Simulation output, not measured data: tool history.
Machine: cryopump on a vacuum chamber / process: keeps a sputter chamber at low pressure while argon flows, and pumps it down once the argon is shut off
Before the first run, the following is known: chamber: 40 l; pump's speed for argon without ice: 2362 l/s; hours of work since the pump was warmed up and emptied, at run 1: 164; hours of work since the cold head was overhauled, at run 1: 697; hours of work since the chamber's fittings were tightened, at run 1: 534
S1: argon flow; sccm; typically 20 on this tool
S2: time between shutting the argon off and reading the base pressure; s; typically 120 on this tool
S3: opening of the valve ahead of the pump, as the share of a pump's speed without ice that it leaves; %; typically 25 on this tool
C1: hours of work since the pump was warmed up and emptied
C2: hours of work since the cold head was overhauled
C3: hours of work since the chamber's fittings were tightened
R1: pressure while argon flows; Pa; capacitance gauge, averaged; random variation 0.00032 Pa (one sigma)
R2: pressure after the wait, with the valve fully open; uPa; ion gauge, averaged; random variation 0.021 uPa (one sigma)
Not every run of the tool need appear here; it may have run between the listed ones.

{"run": 1, "day": 0.0, "S1": 20, "S2": 120, "S3": 25, "C1": 164, "C2": 697, "C3": 534, "R1": 0.059, "R2": 1.19}
{"run": 2, "day": 2.562, "S1": 20, "S2": 120, "S3": 25, "C1": 192, "C2": 725, "C3": 562, "R1": 0.0595, "R2": 1.21}
{"run": 3, "day": 6.133, "S1": 20, "S2": 120, "S3": 25, "C1": 230, "C2": 764, "C3": 600, "R1": 0.06, "R2": 1.26}
{"run": 4, "day": 8.458, "S1": 20, "S2": 120, "S3": 25, "C1": 255, "C2": 789, "C3": 626, "R1": 0.0601, "R2": 1.24}
{"run": 5, "day": 11.383, "S1": 20, "S2": 120, "S3": 25, "C1": 287, "C2": 821, "C3": 657, "R1": 0.0595, "R2": 1.37}
{"run": 6, "day": 14.067, "S1": 20, "S2": 120, "S3": 25, "C1": 316, "C2": 850, "C3": 686, "R1": 0.0607, "R2": 1.42}
{"run": 7, "day": 16.971, "S1": 20, "S2": 41, "S3": 15, "C1": 348, "C2": 881, "C3": 718, "R1": 0.0988, "R2": 2.24}
{"run": 8, "day": 20.733, "S1": 20, "S2": 41, "S3": 15, "C1": 388, "C2": 922, "C3": 758, "R1": 0.1002, "R2": 2.33}
{"run": 9, "day": 24.567, "S1": 20, "S2": 41, "S3": 15, "C1": 430, "C2": 963, "C3": 800, "R1": 0.1011, "R2": 2.45}
{"run": 10, "day": 26.988, "S1": 20, "S2": 41, "S3": 15, "C1": 456, "C2": 989, "C3": 826, "R1": 0.1007, "R2": 2.51}
{"day": 30.817, "done": "pump warmed up, emptied and cooled again"}
{"run": 11, "day": 31.642, "S1": 16, "S2": 24, "S3": 48, "C1": 9, "C2": 1037, "C3": 874, "R1": 0.0245, "R2": 3.01}

4 options for the next run, each taken on its own from the tool as it stands now. Forecast them:
{"run": "A", "day": 34.196, "S1": 30, "S2": 136, "S3": 39, "C1": 37, "C2": 1065, "C3": 902, "R1": "?", "R2": "?"}
{"run": "B", "day": 34.196, "S1": 16, "S2": 24, "S3": 51, "C1": 37, "C2": 1065, "C3": 902, "R1": "?", "R2": "?"}
{"run": "C", "day": 34.196, "S1": 14, "S2": 120, "S3": 25, "C1": 37, "C2": 1065, "C3": 902, "R1": "?", "R2": "?"}
{"run": "D", "day": 34.196, "S1": 22, "S2": 120, "S3": 34, "C1": 37, "C2": 1065, "C3": 902, "R1": "?", "R2": "?"}

run=A R1=0.0554 R2=1.46
run=B R1=0.0227 R2=3.08
run=C R1=0.0405 R2=1.5
run=D R1=0.0471 R2=1.47
Stripped of hidden state, with their random variation kept, the same runs would have yielded:
run=A R1=0.0545 R2=0.48
run=B R1=0.0222 R2=2.11
run=C R1=0.0401 R2=0.54
run=D R1=0.0464 R2=0.51
